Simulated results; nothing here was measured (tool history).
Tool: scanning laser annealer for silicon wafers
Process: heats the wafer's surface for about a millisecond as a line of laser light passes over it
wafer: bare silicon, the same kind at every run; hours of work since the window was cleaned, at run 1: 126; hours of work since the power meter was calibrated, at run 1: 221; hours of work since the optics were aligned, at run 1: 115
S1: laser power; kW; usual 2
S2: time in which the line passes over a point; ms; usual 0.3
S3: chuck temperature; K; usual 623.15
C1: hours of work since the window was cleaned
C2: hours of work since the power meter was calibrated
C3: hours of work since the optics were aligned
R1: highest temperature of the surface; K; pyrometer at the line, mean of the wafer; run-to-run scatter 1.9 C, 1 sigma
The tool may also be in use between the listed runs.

run 1 hour=0 | S1=2 S2=0.3 S3=623.15 | C1=126 C2=221 C3=115 | R1=1456.15
run 2 hour=11.5 | S1=2 S2=0.3 S3=623.15 | C1=132 C2=227 C3=120 | R1=1455.15
run 3 hour=19.1 | S1=2 S2=0.3 S3=639.15 | C1=135 C2=231 C3=124 | R1=1472.15
run 4 hour=32.6 | S1=2 S2=0.3 S3=639.15 | C1=142 C2=238 C3=131 | R1=1473.15
run 5 hour=44.1 | S1=2 S2=0.3 S3=639.15 | C1=148 C2=243 C3=136 | R1=1470.15
run 6 hour=52.2 | S1=2 S2=0.3 S3=639.15 | C1=152 C2=247 C3=140 | R1=1473.15
run 7 hour=65.6 | S1=2 S2=0.3 S3=639.15 | C1=158 C2=254 C3=147 | R1=1471.15
run 8 hour=77.1 | S1=2 S2=0.231 S3=611.15 | C1=164 C2=260 C3=153 | R1=1344.15
run 9 hour=87.4 | S1=1.891 S2=0.211 S3=640.15 | C1=169 C2=265 C3=158 | R1=1305.15
run 10 hour=93.8 | S1=1.847 S2=0.271 S3=640.15 | C1=172 C2=268 C3=161 | R1=1375.15
run 11 hour=104.5 | S1=1.847 S2=0.271 S3=640.15 | C1=178 C2=273 C3=166 | R1=1373.15
run 12 hour=112.5 | S1=2.15 S2=0.251 S3=640.15 | C1=181 C2=277 C3=170 | R1=1462.15

The next listed run, before its measurement:
run 13 hour=122.9 | S1=1.777 S2=0.366 S3=649.15 | C1=187 C2=282 C3=175 | R1=?

R1: 1459.15 K
On a tool with no hidden condition, and with the same random variation, this run would have come out at R1 1459.15 K.
